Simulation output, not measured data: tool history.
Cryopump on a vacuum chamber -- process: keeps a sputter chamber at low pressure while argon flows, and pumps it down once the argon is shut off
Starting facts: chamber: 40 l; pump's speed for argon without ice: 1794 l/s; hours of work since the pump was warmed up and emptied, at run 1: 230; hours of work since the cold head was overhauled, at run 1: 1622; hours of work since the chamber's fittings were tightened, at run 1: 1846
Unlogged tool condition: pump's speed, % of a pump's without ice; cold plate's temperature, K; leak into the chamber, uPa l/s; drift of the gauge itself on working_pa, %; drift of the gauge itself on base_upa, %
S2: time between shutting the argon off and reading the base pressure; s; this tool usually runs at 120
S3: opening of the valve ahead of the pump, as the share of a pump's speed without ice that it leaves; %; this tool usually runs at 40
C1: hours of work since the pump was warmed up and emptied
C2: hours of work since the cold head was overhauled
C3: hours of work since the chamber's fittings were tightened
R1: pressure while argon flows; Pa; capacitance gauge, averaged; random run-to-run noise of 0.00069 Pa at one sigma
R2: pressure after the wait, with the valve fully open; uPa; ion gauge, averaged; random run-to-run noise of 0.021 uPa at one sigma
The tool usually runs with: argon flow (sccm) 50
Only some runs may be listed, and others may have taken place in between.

{"run": 1, "day": 0.0, "argon flow (sccm)": 50, "S2": 120, "S3": 40, "C1": 230, "C2": 1622, "C3": 1846, "R1": 0.1225, "R2": 0.95}
{"run": 2, "day": 2.696, "argon flow (sccm)": 71, "S2": 120, "S3": 40, "C1": 263, "C2": 1655, "C3": 1879, "R1": 0.177, "R2": 1.01}
{"run": 3, "day": 5.762, "argon flow (sccm)": 71, "S2": 120, "S3": 40, "C1": 301, "C2": 1693, "C3": 1916, "R1": 0.1779, "R2": 1.03}
{"run": 4, "day": 8.129, "argon flow (sccm)": 71, "S2": 120, "S3": 40, "C1": 330, "C2": 1722, "C3": 1946, "R1": 0.1789, "R2": 1.05}
{"run": 5, "day": 10.288, "argon flow (sccm)": 71, "S2": 120, "S3": 40, "C1": 357, "C2": 1748, "C3": 1972, "R1": 0.1806, "R2": 1.04}
{"run": 6, "day": 12.767, "argon flow (sccm)": 50, "S2": 31, "S3": 40, "C1": 387, "C2": 1779, "C3": 2003, "R1": 0.1284, "R2": 1.7}
{"run": 7, "day": 14.912, "argon flow (sccm)": 50, "S2": 31, "S3": 40, "C1": 413, "C2": 1805, "C3": 2029, "R1": 0.1288, "R2": 1.75}
{"run": 8, "day": 17.075, "argon flow (sccm)": 50, "S2": 31, "S3": 40, "C1": 440, "C2": 1832, "C3": 2056, "R1": 0.1283, "R2": 1.69}
{"run": 9, "day": 20.875, "argon flow (sccm)": 50, "S2": 31, "S3": 40, "C1": 487, "C2": 1879, "C3": 2102, "R1": 0.1311, "R2": 1.82}
{"run": 10, "day": 23.612, "argon flow (sccm)": 50, "S2": 120, "S3": 19, "C1": 520, "C2": 1912, "C3": 2136, "R1": 0.2608, "R2": 1.24}
{"run": 11, "day": 27.667, "argon flow (sccm)": 50, "S2": 120, "S3": 19, "C1": 570, "C2": 1962, "C3": 2186, "R1": 0.2627, "R2": 1.25}
{"run": 12, "day": 29.762, "argon flow (sccm)": 24, "S2": 61, "S3": 23, "C1": 596, "C2": 1988, "C3": 2212, "R1": 0.1065, "R2": 1.53}
{"run": 13, "day": 33.096, "argon flow (sccm)": 75, "S2": 41, "S3": 45, "C1": 637, "C2": 2029, "C3": 2253, "R1": 0.1849, "R2": 1.75}
{"day": 35.496, "done": "pump warmed up, emptied and cooled again"}
{"run": 14, "day": 36.833, "argon flow (sccm)": 75, "S2": 41, "S3": 45, "C1": 16, "C2": 2072, "C3": 2296, "R1": 0.1593, "R2": 1.49}
{"run": 15, "day": 40.812, "argon flow (sccm)": 50, "S2": 36, "S3": 32, "C1": 65, "C2": 2121, "C3": 2345, "R1": 0.1494, "R2": 1.6}
{"run": 16, "day": 44.129, "argon flow (sccm)": 50, "S2": 36, "S3": 52, "C1": 106, "C2": 2162, "C3": 2386, "R1": 0.0935, "R2": 1.63}

Below are 3 alternative next runs, each starting from the tool's condition after run 16. Predict each:
{"run": "A", "day": 48.275, "argon flow (sccm)": 50, "S2": 147, "S3": 52, "C1": 157, "C2": 2213, "C3": 2437, "R1": "?", "R2": "?"}
{"run": "B", "day": 48.275, "argon flow (sccm)": 50, "S2": 59, "S3": 26, "C1": 157, "C2": 2213, "C3": 2437, "R1": "?", "R2": "?"}
{"run": "C", "day": 48.275, "argon flow (sccm)": 36, "S2": 88, "S3": 49, "C1": 157, "C2": 2213, "C3": 2437, "R1": "?", "R2": "?"}

run=A R1=0.0949 R2=1.15
run=B R1=0.1874 R2=1.35
run=C R1=0.0711 R2=1.22
Without the tool's hidden state the same runs would have given:
run=A R1=0.0905 R2=0.36
run=B R1=0.1829 R2=0.59
run=C R1=0.0679 R2=0.45
